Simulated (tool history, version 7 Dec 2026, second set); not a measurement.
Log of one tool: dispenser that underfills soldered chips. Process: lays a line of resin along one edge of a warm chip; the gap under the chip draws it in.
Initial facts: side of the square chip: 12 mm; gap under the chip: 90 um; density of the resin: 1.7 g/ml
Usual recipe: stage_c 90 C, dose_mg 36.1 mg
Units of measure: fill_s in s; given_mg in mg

run 1 hour=0.0 | stage_c=90 dose_mg=36.1 | fill_s=112.3 given_mg=33.53
run 2 hour=6.3 | stage_c=90 dose_mg=36.4 | fill_s=155.9 given_mg=33.68
-- hour=10.1 new syringe of resin
run 3 hour=11.8 | stage_c=90 dose_mg=36.4 | fill_s=101.5 given_mg=33.57
run 4 hour=16.8 | stage_c=90 dose_mg=36.4 | fill_s=131.8 given_mg=33.49
run 5 hour=20.9 | stage_c=90 dose_mg=36.4 | fill_s=162.5 given_mg=33.48
-- hour=23.9 new syringe of resin
-- hour=26.2 dispensing valve cleaned and set on the balance
run 6 hour=28.2 | stage_c=103 dose_mg=31.7 | fill_s=64.4 given_mg=31.80
run 7 hour=32.3 | stage_c=103 dose_mg=31.7 | fill_s=79.9 given_mg=31.58

The next listed run, before its measurement:
run 8 hour=35.8 | stage_c=78 dose_mg=36.6 | fill_s=? given_mg=?

fill_s: 266.2 s
given_mg: 36.59 mg
The same run, on a tool lacking any hidden state, would have yielded fill_s 158.3 s, given_mg 36.71 mg.
